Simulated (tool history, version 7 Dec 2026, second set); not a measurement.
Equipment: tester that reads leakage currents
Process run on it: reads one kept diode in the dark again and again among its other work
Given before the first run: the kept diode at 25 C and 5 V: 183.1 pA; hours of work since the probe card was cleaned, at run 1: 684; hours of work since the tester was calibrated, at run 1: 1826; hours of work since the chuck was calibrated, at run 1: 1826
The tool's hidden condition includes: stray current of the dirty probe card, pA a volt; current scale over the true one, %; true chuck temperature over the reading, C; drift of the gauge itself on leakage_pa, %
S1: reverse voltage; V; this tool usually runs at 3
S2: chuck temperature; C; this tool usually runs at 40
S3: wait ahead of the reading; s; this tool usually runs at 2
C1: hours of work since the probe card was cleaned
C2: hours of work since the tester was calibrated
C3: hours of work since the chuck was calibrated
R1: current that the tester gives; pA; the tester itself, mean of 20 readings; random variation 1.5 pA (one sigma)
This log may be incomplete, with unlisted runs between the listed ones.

run	hour	S1	S2	S3	C1	C2	C3	R1
1	0	3	40	2	684	1826	1826	486.39
2	113.4	3	40	2	747	1890	1890	482.3
3	186.4	3	40	2	788	1930	1930	479.27
4	283.4	3	40	2	842	1985	1985	483.19
5	395.3	3	40	2	905	2047	2047	483.87
6	488.8	3	40	2	957	2099	2099	484.04
7	565.2	3	40	2	1000	2142	2142	482.53
# hour 596.5: tester calibrated
8	626.1	3.41	40	2	1032	17	2175	516.56
# hour 668.7: chuck's temperature calibrated
9	732.8	3	40	2	1091	75	36	484.62
10	787.4	10.39	40	2	1121	106	66	934.92
11	898.4	10.39	40	2	1184	168	128	930.73
12	1009.8	10.39	40	2	1246	230	191	930.75
13	1126.7	10.39	40	2	1311	295	256	937.95
14	1202.7	10.39	40	2	1354	338	298	932.45
15	1301.8	10.39	37	2	1409	393	354	731.45
16	1373.2	3	40	4.64	1449	433	394	481.63
17	1458.9	3	40	4.64	1497	481	442	482.01
18	1537.2	3	40	4.64	1540	525	485	482.98
19	1642.8	6.03	40	2	1599	584	544	699.23
# hour 1728.1: probe card cleaned and baked
20	1759	6.03	40	2	17	647	608	698.44
21	1822	6.03	40	2	52	682	643	697.13
22	1883.9	6.03	40	2	87	717	677	698.72
23	1954.6	9.27	48	0.87	127	756	717	1622
24	2055.6	9.27	48	0.87	183	813	773	1615.43
25	2140.2	9.27	48	1.2	230	860	821	1618.1
26	2213.9	9.27	48	1.2	271	901	862	1614.08
27	2324.1	3.18	40	5.3	333	963	923	499.44
28	2433.3	3.18	40	5.3	394	1024	984	497.08
29	2504.6	3.18	28	7.56	434	1063	1024	186.62
30	2612.9	7.26	37	3.19	494	1124	1085	606.89
31	2677.5	2.16	22	2.39	531	1160	1121	90.68
32	2781.1	2.16	22	2.39	588	1218	1179	91.1
33	2846.4	7.3	23	2	625	1254	1215	187.26
34	2945.8	7.3	23	2	680	1310	1271	187.76
35	2996.3	3	57	1.23	709	1338	1299	1716.03
36	3092.6	3	57	1.23	763	1392	1353	1717.53
37	3150.9	3	57	1.23	795	1425	1385	1719.94
38	3266.2	6.95	55	5.56	860	1489	1450	2308.9
39	3371.8	6.95	55	5.56	919	1548	1509	2321.28
40	3467.6	3	25	4.49	972	1602	1562	139.94

Selected run-to-run steps in R1, each split into two signed amounts: the part the tool would show with no hidden state at all (from settings, incoming material and random variation), and the remainder, which goes to the hidden state together with any gauge scatter not common to the measured and the hidden-state-free results:
Run 26 -> 27: S1 9.27 -> 3.18, S2 48 -> 40, S3 1.2 -> 5.3. R1 -1114.64 pA: hidden state +1.46, all else -1116.1.
Run 34 -> 35: S1 7.3 -> 3, S2 23 -> 57, S3 2 -> 1.23. R1 +1528.27 pA: hidden state -2.8, all else +1531.07.
Run 39 -> 40: S1 6.95 -> 3, S2 55 -> 25, S3 5.56 -> 4.49. R1 -2181.34 pA: hidden state +4.25, all else -2185.59.
